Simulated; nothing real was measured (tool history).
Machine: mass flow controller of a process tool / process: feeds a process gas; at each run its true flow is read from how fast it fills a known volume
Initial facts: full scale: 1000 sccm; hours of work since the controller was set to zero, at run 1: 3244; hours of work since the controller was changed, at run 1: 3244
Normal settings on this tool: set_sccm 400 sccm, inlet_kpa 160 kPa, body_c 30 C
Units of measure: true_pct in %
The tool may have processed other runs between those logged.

run      day  set_sccm  inlet_kpa  body_c  hours of work since the controller was set to zero  hours of work since the controller was changed  true_pct
  1    0.000       400        160      30                                                3244                                            3244     94.27
  2   11.404       400        160      30                                                3362                                            3362     94.11
  3   23.742       400        160      30                                                3488                                            3488     93.90
  4   34.812       400        160      30                                                3602                                            3602     93.89
  5   44.400       529        160      30                                                3701                                            3701     94.62
  6   55.354       529        160      30                                                3813                                            3813     94.42
  7   61.650       529        160      30                                                3878                                            3878     94.36
  8   67.492       529        160      30                                                3938                                            3938     94.28
  9   78.775       529        160      30                                                4054                                            4054     94.14
 10   85.504       400        160      30                                                4123                                            4123     93.40
 11   97.883       400        160      30                                                4250                                            4250     93.18
 12  107.512       107        160      30                                                4349                                            4349     88.05
 13  120.212       400        160      30                                                4479                                            4479     93.01
 14  127.554       400        160      30                                                4555                                            4555     92.86
 15  135.646       610        160      30                                                4638                                            4638     94.11
 16  146.917       326        160      30                                                4754                                            4754     92.04
     148.008  -- controller's zero set anew
 17  157.612       400        160      30                                                  99                                            4863     92.35
     167.046  -- controller's zero set anew, once more
 18  170.771       498        160      30                                                  38                                            4998     94.34
 19  183.004       400        160      30                                                 164                                            5124     93.91
 20  194.517       400        160      26                                                 282                                            5242     93.90
 21  205.704       400        160      26                                                 397                                            5357     93.97
 22  214.362       400        274      30                                                 486                                            5446     92.79
 23  221.458       400        274      30                                                 559                                            5519     92.68
 24  231.617       400        274      30                                                 663                                            5624     92.55
     239.717  -- controller exchanged for a calibrated one
 25  240.417       220        190      22                                                   7                                               7     97.17
 26  246.321       456        270      27                                                  68                                              68     97.18
 27  256.358       456        223      27                                                 171                                             171     97.42
 28  266.250       243        173      28                                                 273                                             273     96.66
 29  277.029       352        173      26                                                 383                                             383     97.20
 30  290.479       350        211      30                                                 522                                             522     96.56
 31  302.550       417        184      30                                                 646                                             646     96.89
 32  313.012       143        160      30                                                 753                                             753     95.32
 33  326.388       143        160      30                                                 890                                             890     95.08
 34  336.812       143        160      30                                                 998                                             998     94.90
 35  345.621       143        160      30                                                1088                                            1088     94.64
 36  357.867       143        160      30                                                1214                                            1214     94.51
 37  365.129       596        223      30                                                1289                                            1289     96.66
 38  376.812       596        223      30                                                1409                                            1409     96.59
 39  384.450       550        160      20                                                1487                                            1487     97.39
 40  392.446       550        160      20                                                1569                                            1569     97.42
 41  404.350       550        160      20                                                1691                                            1691     97.26
 42  417.417       400        250      37                                                1826                                            1826     94.62
 43  424.025       342        255      35                                                1894                                            1894     94.29
 44  433.921       119        152      35                                                1995                                            1995     92.43
 45  446.146       119        152      35                                                2121                                            2121     92.23
 46  452.096       119        152      38                                                2182                                            2182     91.91
 47  464.258       119        152      38                                                2307                                            2307     91.74

Below, some changes in true_pct between adjacent runs. For each, the amount present without the hidden state too (settings, incoming material, random variation) and the amount remaining for the hidden state with gauge scatter not shared by both compared results:
The tool's hidden condition here consists of: flow at rest that the sensor doesn't see, % of full scale; true flow over the shown one, %; drift of the gauge itself on true_pct, %.
Run 11 -> 12: set_sccm 400 -> 107. true_pct -5.13 %: hidden state -4.10, all else -1.03.
Run 12 -> 13: set_sccm 107 -> 400. true_pct +4.96 %: hidden state +3.85, all else +1.11.
Run 24 -> 25: set_sccm 400 -> 220, inlet_kpa 274 -> 190, body_c 30 -> 22, controller exchanged for a calibrated one. true_pct +4.62 %: hidden state +4.10, all else +0.52.
